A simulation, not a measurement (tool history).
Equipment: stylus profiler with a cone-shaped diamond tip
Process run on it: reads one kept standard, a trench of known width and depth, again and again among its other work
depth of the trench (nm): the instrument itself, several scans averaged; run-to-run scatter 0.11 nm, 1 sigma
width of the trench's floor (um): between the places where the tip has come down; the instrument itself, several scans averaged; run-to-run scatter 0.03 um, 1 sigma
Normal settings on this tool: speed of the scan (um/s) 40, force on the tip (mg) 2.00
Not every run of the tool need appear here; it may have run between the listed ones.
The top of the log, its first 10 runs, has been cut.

run	day	speed of the scan (um/s)	force on the tip (mg)	scans with this tip	hours of work since the height scale was calibrated	depth of the trench (nm)	width of the trench's floor (um)
11	6.233	61	2.00	3776	258	201.47	16.82
12	7.258	40	2.00	3946	270	201.27	17.01
13	8.142	40	2.00	4092	280	201.32	16.96
14	8.842	40	2.00	4207	288	201.25	16.99
15	9.442	40	2.00	4306	295	201.55	17.02
16	10.238	40	2.00	4438	304	201.39	16.92
17	11.129	40	2.00	4586	314	201.66	16.98
18	12.196	40	2.00	4762	326	201.49	16.96
19	13.188	40	2.00	4926	337	201.30	16.98
20	13.879	40	2.00	5040	345	201.44	16.96
21	14.408	40	2.00	5127	351	201.42	16.95
22	15.029	40	1.58	5230	358	201.43	16.92
23	15.738	40	2.00	5347	366	201.49	16.95
24	16.296	40	4.48	5439	372	202.47	17.08
25	16.733	13	2.00	5512	377	201.55	17.09
26	17.175	83	1.25	5584	382	200.89	16.63
27	17.646	83	1.25	5663	388	201.07	16.59
28	18.508	12	0.69	5805	397	200.81	17.07
29	19.233	53	0.85	5925	406	200.82	16.70
30	20.000	44	3.74	6052	414	202.21	17.07
31	20.729	44	3.74	6172	422	202.30	17.02

The next listed run, before its measurement:
32	21.704	26	3.85	6333	434	?	?

Run 32 yielded depth of the trench (nm) 202.21, width of the trench's floor (um) 17.08.
With no hidden state in the tool, this same run would have given depth of the trench (nm) 202.22, width of the trench's floor (um) 17.09.
